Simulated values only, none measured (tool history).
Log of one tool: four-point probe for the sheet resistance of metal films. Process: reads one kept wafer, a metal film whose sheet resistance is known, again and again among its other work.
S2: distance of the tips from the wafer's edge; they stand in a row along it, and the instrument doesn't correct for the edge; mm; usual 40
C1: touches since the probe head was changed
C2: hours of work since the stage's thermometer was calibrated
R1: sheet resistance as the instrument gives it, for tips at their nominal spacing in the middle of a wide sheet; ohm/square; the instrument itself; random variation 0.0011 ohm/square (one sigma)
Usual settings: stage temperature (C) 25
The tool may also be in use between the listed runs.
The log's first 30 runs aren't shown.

{"run": 31, "day": 48.992, "stage temperature (C)": 19, "S2": 5, "C1": 51403, "C2": 1260, "R1": 5.708224}
{"run": 32, "day": 50.75, "stage temperature (C)": 34, "S2": 3, "C1": 52824, "C2": 1285, "R1": 5.838194}
{"run": 33, "day": 51.696, "stage temperature (C)": 29, "S2": 8, "C1": 53588, "C2": 1298, "R1": 5.593873}
{"run": 34, "day": 53.621, "stage temperature (C)": 29, "S2": 14, "C1": 55143, "C2": 1326, "R1": 5.563736}
{"run": 35, "day": 55.104, "stage temperature (C)": 29, "S2": 14, "C1": 56343, "C2": 1347, "R1": 5.564457}
{"run": 36, "day": 56.821, "stage temperature (C)": 22, "S2": 5, "C1": 57730, "C2": 1372, "R1": 5.697603}
{"run": 37, "day": 57.767, "stage temperature (C)": 22, "S2": 5, "C1": 58492, "C2": 1385, "R1": 5.699446}
{"run": 38, "day": 59.579, "stage temperature (C)": 19, "S2": 68, "C1": 59957, "C2": 1411, "R1": 5.595014}
{"run": 39, "day": 60.967, "stage temperature (C)": 22, "S2": 29, "C1": 61079, "C2": 1431, "R1": 5.585916}
{"run": 40, "day": 62.792, "stage temperature (C)": 22, "S2": 29, "C1": 62554, "C2": 1457, "R1": 5.587231}
{"run": 41, "day": 63.862, "stage temperature (C)": 26, "S2": 4, "C1": 63420, "C2": 1472, "R1": 5.744535}
{"run": 42, "day": 65.538, "stage temperature (C)": 18, "S2": 13, "C1": 64772, "C2": 1496, "R1": 5.619044}
{"run": 43, "day": 67.442, "stage temperature (C)": 18, "S2": 13, "C1": 66311, "C2": 1523, "R1": 5.617761}
{"run": 44, "day": 68.804, "stage temperature (C)": 34, "S2": 5, "C1": 67412, "C2": 1543, "R1": 5.650595}

Forecast each of these 3 alternatives for the next run:
{"run": "A", "day": 70.054, "stage temperature (C)": 25, "S2": 33, "C1": 68425, "C2": 1561, "R1": "?"}
{"run": "B", "day": 70.054, "stage temperature (C)": 31, "S2": 50, "C1": 68425, "C2": 1561, "R1": "?"}
{"run": "C", "day": 70.054, "stage temperature (C)": 34, "S2": 11, "C1": 68425, "C2": 1561, "R1": "?"}

run=A R1=5.576899
run=B R1=5.546588
run=C R1=5.558788
Without the tool's hidden state the same runs would have given:
run=A R1=5.531066
run=B R1=5.500881
run=C R1=5.512937
